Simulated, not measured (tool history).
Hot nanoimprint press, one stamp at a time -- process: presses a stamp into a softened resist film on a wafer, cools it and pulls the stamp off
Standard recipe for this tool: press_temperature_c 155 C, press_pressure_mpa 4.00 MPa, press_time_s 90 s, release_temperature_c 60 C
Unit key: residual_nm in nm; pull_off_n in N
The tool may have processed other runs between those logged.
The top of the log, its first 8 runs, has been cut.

run	day	press_temperature_c	press_pressure_mpa	press_time_s	release_temperature_c	hours of work since the thermocouple was calibrated	imprints on the stamp's release coat	hours of work since the press's seals were changed	residual_nm	pull_off_n
9	3.988	155	4.00	90	60	229	1316	206	146.1	191
10	4.462	155	4.00	90	60	234	1333	212	145.6	179
11	4.829	155	4.00	90	60	238	1346	216	147.8	176
12	5.171	155	4.00	90	60	242	1358	220	144.8	180
13	5.833	155	4.00	90	60	249	1381	227	147.7	182
14	6.408	155	4.00	66	60	256	1402	233	159.1	178
15	6.692	157	4.00	90	60	259	1411	237	140.7	179
16	7.275	152	4.00	90	57	265	1432	243	158.6	198
17	7.583	152	4.00	90	57	269	1443	247	159.2	195
18	8.100	156	3.25	90	57	275	1461	252	156.4	189
19	8.542	149	4.00	90	60	280	1477	257	171.3	182
20	8.912	155	4.00	60	56	284	1490	261	163.3	203

The next listed run, before its measurement:
21	9.392	155	4.00	60	60	289	1506	267	?	?

Run 21 measured residual_nm 166.2 nm, pull_off_n 185 N.
Take away the tool's hidden state, keep the run-to-run variation as it was, and the same run would have given residual_nm 166.1 nm, pull_off_n 184 N.

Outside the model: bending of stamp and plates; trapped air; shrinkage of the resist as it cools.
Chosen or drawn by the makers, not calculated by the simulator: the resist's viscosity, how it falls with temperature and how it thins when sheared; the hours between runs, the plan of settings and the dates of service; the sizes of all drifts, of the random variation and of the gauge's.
